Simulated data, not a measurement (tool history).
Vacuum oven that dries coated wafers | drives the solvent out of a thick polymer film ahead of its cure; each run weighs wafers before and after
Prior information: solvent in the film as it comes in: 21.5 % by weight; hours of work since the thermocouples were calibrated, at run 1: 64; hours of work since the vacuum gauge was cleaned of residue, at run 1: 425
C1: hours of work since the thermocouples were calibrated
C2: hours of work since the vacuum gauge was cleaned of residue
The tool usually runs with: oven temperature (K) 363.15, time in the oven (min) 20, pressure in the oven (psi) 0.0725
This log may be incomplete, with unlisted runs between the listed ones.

{"run": 1, "hour": 0.0, "oven temperature (K)": 363.15, "time in the oven (min)": 20, "pressure in the oven (psi)": 0.0725, "C1": 64, "C2": 425, "solvent left in the film (%)": 0.79}
{"run": 2, "hour": 49.9, "oven temperature (K)": 363.15, "time in the oven (min)": 20, "pressure in the oven (psi)": 0.0725, "C1": 96, "C2": 457, "solvent left in the film (%)": 0.72}
{"run": 3, "hour": 112.8, "oven temperature (K)": 363.15, "time in the oven (min)": 20, "pressure in the oven (psi)": 0.0725, "C1": 136, "C2": 496, "solvent left in the film (%)": 0.84}
{"run": 4, "hour": 155.3, "oven temperature (K)": 363.15, "time in the oven (min)": 20, "pressure in the oven (psi)": 0.0725, "C1": 163, "C2": 523, "solvent left in the film (%)": 0.85}
{"run": 5, "hour": 229.9, "oven temperature (K)": 363.15, "time in the oven (min)": 20, "pressure in the oven (psi)": 0.0725, "C1": 210, "C2": 571, "solvent left in the film (%)": 0.8}
{"run": 6, "hour": 300.9, "oven temperature (K)": 363.15, "time in the oven (min)": 20, "pressure in the oven (psi)": 0.0946, "C1": 255, "C2": 615, "solvent left in the film (%)": 0.89}
{"run": 7, "hour": 356.3, "oven temperature (K)": 371.15, "time in the oven (min)": 20, "pressure in the oven (psi)": 0.0725, "C1": 290, "C2": 650, "solvent left in the film (%)": 0.25}
{"run": 8, "hour": 404.6, "oven temperature (K)": 370.15, "time in the oven (min)": 20, "pressure in the oven (psi)": 0.0725, "C1": 320, "C2": 681, "solvent left in the film (%)": 0.32}
{"run": 9, "hour": 440.0, "oven temperature (K)": 370.15, "time in the oven (min)": 20, "pressure in the oven (psi)": 0.0725, "C1": 343, "C2": 703, "solvent left in the film (%)": 0.29}
{"run": 10, "hour": 482.8, "oven temperature (K)": 356.15, "time in the oven (min)": 20, "pressure in the oven (psi)": 0.0725, "C1": 370, "C2": 731, "solvent left in the film (%)": 2.51}
{"run": 11, "hour": 530.4, "oven temperature (K)": 356.15, "time in the oven (min)": 20, "pressure in the oven (psi)": 0.0725, "C1": 400, "C2": 761, "solvent left in the film (%)": 2.4}
{"run": 12, "hour": 569.2, "oven temperature (K)": 372.15, "time in the oven (min)": 20, "pressure in the oven (psi)": 0.0442, "C1": 424, "C2": 785, "solvent left in the film (%)": 0.11}
{"run": 13, "hour": 643.4, "oven temperature (K)": 363.15, "time in the oven (min)": 22, "pressure in the oven (psi)": 0.2154, "C1": 471, "C2": 832, "solvent left in the film (%)": 1.04}

5 ways to go on from here, each from the tool as it stands after run 13. What would each give?
{"run": "A", "hour": 709.5, "oven temperature (K)": 352.15, "time in the oven (min)": 20, "pressure in the oven (psi)": 0.0725, "C1": 513, "C2": 874, "solvent left in the film (%)": "?"}
{"run": "B", "hour": 709.5, "oven temperature (K)": 363.15, "time in the oven (min)": 13, "pressure in the oven (psi)": 0.0725, "C1": 513, "C2": 874, "solvent left in the film (%)": "?"}
{"run": "C", "hour": 709.5, "oven temperature (K)": 352.15, "time in the oven (min)": 26, "pressure in the oven (psi)": 0.1073, "C1": 513, "C2": 874, "solvent left in the film (%)": "?"}
{"run": "D", "hour": 709.5, "oven temperature (K)": 358.15, "time in the oven (min)": 28, "pressure in the oven (psi)": 0.0535, "C1": 513, "C2": 874, "solvent left in the film (%)": "?"}
{"run": "E", "hour": 709.5, "oven temperature (K)": 373.15, "time in the oven (min)": 20, "pressure in the oven (psi)": 0.1704, "C1": 513, "C2": 874, "solvent left in the film (%)": "?"}

run=A solvent_left_in_the_film_(%)=3.98
run=B solvent_left_in_the_film_(%)=2.29
run=C solvent_left_in_the_film_(%)=2.77
run=D solvent_left_in_the_film_(%)=0.93
run=E solvent_left_in_the_film_(%)=0.47
With no hidden state in the tool, these same runs would have given:
run=A solvent_left_in_the_film_(%)=3.61
run=B solvent_left_in_the_film_(%)=2.02
run=C solvent_left_in_the_film_(%)=2.43
run=D solvent_left_in_the_film_(%)=0.71
run=E solvent_left_in_the_film_(%)=0.38
